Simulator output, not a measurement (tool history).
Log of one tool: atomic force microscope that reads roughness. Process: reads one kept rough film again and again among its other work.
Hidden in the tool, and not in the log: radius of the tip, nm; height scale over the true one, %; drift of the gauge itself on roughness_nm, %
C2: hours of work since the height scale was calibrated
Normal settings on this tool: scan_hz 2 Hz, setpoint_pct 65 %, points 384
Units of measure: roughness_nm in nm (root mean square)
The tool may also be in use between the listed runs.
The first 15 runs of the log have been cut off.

{"hour": 218.9, "done": "new tip fitted"}
{"run": 16, "hour": 232.1, "scan_hz": 2, "setpoint_pct": 65, "points": 810, "pictures with this tip": 23, "C2": 210, "roughness_nm": 2.302}
{"run": 17, "hour": 246.0, "scan_hz": 2, "setpoint_pct": 65, "points": 810, "pictures with this tip": 47, "C2": 220, "roughness_nm": 2.227}
{"run": 18, "hour": 256.2, "scan_hz": 2, "setpoint_pct": 84, "points": 810, "pictures with this tip": 65, "C2": 228, "roughness_nm": 1.95}
{"run": 19, "hour": 268.7, "scan_hz": 1.57, "setpoint_pct": 84, "points": 455, "pictures with this tip": 87, "C2": 237, "roughness_nm": 1.95}
{"hour": 281.5, "done": "new tip fitted"}
{"run": 20, "hour": 283.6, "scan_hz": 1.57, "setpoint_pct": 84, "points": 455, "pictures with this tip": 3, "C2": 248, "roughness_nm": 2.178}
{"run": 21, "hour": 302.3, "scan_hz": 1.57, "setpoint_pct": 84, "points": 455, "pictures with this tip": 36, "C2": 262, "roughness_nm": 2.081}
{"run": 22, "hour": 319.2, "scan_hz": 1.57, "setpoint_pct": 84, "points": 455, "pictures with this tip": 66, "C2": 274, "roughness_nm": 2.005}
{"run": 23, "hour": 330.3, "scan_hz": 3.21, "setpoint_pct": 84, "points": 416, "pictures with this tip": 85, "C2": 282, "roughness_nm": 1.719}
{"run": 24, "hour": 342.4, "scan_hz": 2, "setpoint_pct": 59, "points": 384, "pictures with this tip": 106, "C2": 291, "roughness_nm": 2.075}
{"hour": 343.9, "done": "new tip fitted"}
{"run": 25, "hour": 359.0, "scan_hz": 2, "setpoint_pct": 59, "points": 384, "pictures with this tip": 26, "C2": 303, "roughness_nm": 2.318}
{"run": 26, "hour": 374.3, "scan_hz": 2.22, "setpoint_pct": 71, "points": 976, "pictures with this tip": 53, "C2": 314, "roughness_nm": 2.12}
{"run": 27, "hour": 383.3, "scan_hz": 1.34, "setpoint_pct": 74, "points": 638, "pictures with this tip": 69, "C2": 321, "roughness_nm": 2.124}

Estimate the outcome of run 28 from the log above:
{"run": 28, "hour": 403.0, "scan_hz": 1.6, "setpoint_pct": 56, "points": 509, "pictures with this tip": 104, "C2": 335, "roughness_nm": "?"}

roughness_nm: 2.128 nm (root mean square)
If the tool had no hidden condition, the same run with the same run-to-run variation would have returned roughness_nm 2.49 nm (root mean square).

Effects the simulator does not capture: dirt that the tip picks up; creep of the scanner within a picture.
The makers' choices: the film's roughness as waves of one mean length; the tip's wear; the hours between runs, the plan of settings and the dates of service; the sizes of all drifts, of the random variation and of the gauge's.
